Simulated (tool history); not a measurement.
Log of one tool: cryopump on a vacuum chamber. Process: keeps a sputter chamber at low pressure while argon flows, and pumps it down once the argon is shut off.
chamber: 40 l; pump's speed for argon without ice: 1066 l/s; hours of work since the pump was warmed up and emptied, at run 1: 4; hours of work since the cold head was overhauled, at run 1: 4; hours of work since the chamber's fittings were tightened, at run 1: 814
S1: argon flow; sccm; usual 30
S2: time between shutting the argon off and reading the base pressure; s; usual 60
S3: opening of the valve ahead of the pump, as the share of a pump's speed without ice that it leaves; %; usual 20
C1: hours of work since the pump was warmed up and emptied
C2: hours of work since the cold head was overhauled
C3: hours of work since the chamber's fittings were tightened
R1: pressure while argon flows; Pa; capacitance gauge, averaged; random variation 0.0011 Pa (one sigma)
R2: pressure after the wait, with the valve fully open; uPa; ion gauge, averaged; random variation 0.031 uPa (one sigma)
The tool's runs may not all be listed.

| run | hour | S1 | S2 | S3 | C1 | C2 | C3 | R1 | R2 |
|---|---|---|---|---|---|---|---|---|---|
| 1 | 0.0 | 30 | 60 | 20 | 4 | 4 | 814 | 0.2385 | 2.63 |
| 2 | 9.3 | 30 | 60 | 20 | 10 | 10 | 820 | 0.2379 | 2.68 |
| 3 | 20.2 | 30 | 60 | 20 | 16 | 16 | 826 | 0.2375 | 2.64 |
| 4 | 32.0 | 30 | 60 | 20 | 23 | 23 | 833 | 0.2384 | 2.76 |
| 5 | 46.8 | 30 | 60 | 20 | 32 | 32 | 842 | 0.2390 | 2.72 |
| 6 | 57.0 | 30 | 60 | 20 | 38 | 38 | 848 | 0.2403 | 2.71 |
| 7 | 72.5 | 30 | 60 | 20 | 47 | 47 | 857 | 0.2373 | 2.81 |
| 8 | 80.7 | 30 | 56 | 20 | 52 | 52 | 862 | 0.2400 | 2.74 |
| 9 | 96.4 | 30 | 56 | 20 | 62 | 62 | 872 | 0.2393 | 2.72 |
| 10 | 110.2 | 30 | 60 | 20 | 70 | 70 | 880 | 0.2382 | 2.85 |
| 11 | 122.5 | 30 | 60 | 20 | 77 | 77 | 887 | 0.2402 | 2.77 |
| 12 | 136.4 | 21 | 60 | 20 | 86 | 86 | 896 | 0.1677 | 2.84 |
| 13 | 144.5 | 30 | 142 | 18 | 91 | 91 | 901 | 0.2660 | 2.06 |
| 14 | 158.7 | 16 | 62 | 44 | 99 | 99 | 909 | 0.0583 | 2.79 |
| 15 | 174.0 | 16 | 127 | 34 | 108 | 108 | 918 | 0.0756 | 2.15 |
| 16 | 187.8 | 41 | 45 | 27 | 117 | 117 | 927 | 0.2419 | 3.29 |
| 17 | 199.0 | 41 | 45 | 27 | 123 | 123 | 933 | 0.2419 | 3.31 |
| 18 | 206.9 | 41 | 45 | 27 | 128 | 128 | 938 | 0.2431 | 3.27 |
| 19 | 217.4 | 41 | 45 | 27 | 134 | 134 | 944 | 0.2423 | 3.24 |

Forecast each of these 3 alternatives for the next run:
| A | 225.0 | 46 | 160 | 20 | 139 | 139 | 949 | ? | ? |
| B | 225.0 | 18 | 23 | 31 | 139 | 139 | 949 | ? | ? |
| C | 225.0 | 30 | 60 | 17 | 139 | 139 | 949 | ? | ? |

| run | R1 | R2 |
|---|---|---|
| A | 0.3685 | 2.04 |
| B | 0.0931 | 4.87 |
| C | 0.2817 | 2.86 |
Without the tool's hidden state the same runs would have given:
| run | R1 | R2 |
|---|---|---|
| A | 0.3665 | 0.75 |
| B | 0.0923 | 3.58 |
| C | 0.2804 | 1.58 |
